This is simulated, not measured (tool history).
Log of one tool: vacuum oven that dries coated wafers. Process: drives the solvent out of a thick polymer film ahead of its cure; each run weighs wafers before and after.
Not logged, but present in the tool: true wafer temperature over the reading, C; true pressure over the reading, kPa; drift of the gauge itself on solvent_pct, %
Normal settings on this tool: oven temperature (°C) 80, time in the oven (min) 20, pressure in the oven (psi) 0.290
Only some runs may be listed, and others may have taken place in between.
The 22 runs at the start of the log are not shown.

run     day  oven temperature (°C)  time in the oven (min)  pressure in the oven (psi)  hours of work since the thermocouples were calibrated  hours of work since the vacuum gauge was cleaned of residue  solvent left in the film (%)
 23   8.712                     80                      20                       0.290                                                     11                                                          124                          5.02
 24   8.971                     66                      11                       0.290                                                     14                                                          127                         11.70
 25   9.342                     81                      34                       0.197                                                     19                                                          132                          2.51
 26   9.600                     72                      18                       0.458                                                     22                                                          135                          9.38
 27  10.033                     72                      18                       0.458                                                     27                                                          140                          9.16
 28  10.567                     72                      18                       0.458                                                     34                                                          147                          9.43
 29  10.921                     68                      18                       0.641                                                     39                                                          152                         12.92
 30  11.412                     80                      20                       0.215                                                     45                                                          158                          4.29
 31  11.767                     92                      20                       0.165                                                     49                                                          162                          1.69
 32  12.000                     86                      20                       0.766                                                     52                                                          165                          6.89
 33  12.317                     86                      20                       0.766                                                     56                                                          169                          6.57
 34  12.592                     87                      30                       0.737                                                     60                                                          173                          5.57
 35  12.854                     66                      16                       0.844                                                     63                                                          176                         15.74
 36  13.150                     83                      14                       0.290                                                     67                                                          180                          5.74
 37  13.538                     80                      20                       0.624                                                     72                                                          185                          7.60
 38  13.975                     69                      12                       0.228                                                     78                                                          190                          9.96
 39  14.467                     69                      12                       0.228                                                     84                                                          197                          9.92
 40  14.871                     81                      20                       0.151                                                     89                                                          202                          3.64
 41  15.329                     85                      11                       0.151                                                     95                                                          208                          5.41
 42  15.583                     94                      20                       1.082                                                     98                                                          211                          6.24
 43  15.908                     94                      20                       1.082                                                    102                                                          215                          6.15
 44  16.433                     94                      20                       1.082                                                    109                                                          222                          6.19
 45  16.975                     94                      20                       1.082                                                    116                                                          229                          6.20

What does the tool deliver on the next run?
 46  17.442                     81                      20                       0.757                                                    122                                                          235                             ?

solvent left in the film (%): 8.47
The same run, on a tool lacking any hidden state, would have yielded solvent left in the film (%) 8.29.

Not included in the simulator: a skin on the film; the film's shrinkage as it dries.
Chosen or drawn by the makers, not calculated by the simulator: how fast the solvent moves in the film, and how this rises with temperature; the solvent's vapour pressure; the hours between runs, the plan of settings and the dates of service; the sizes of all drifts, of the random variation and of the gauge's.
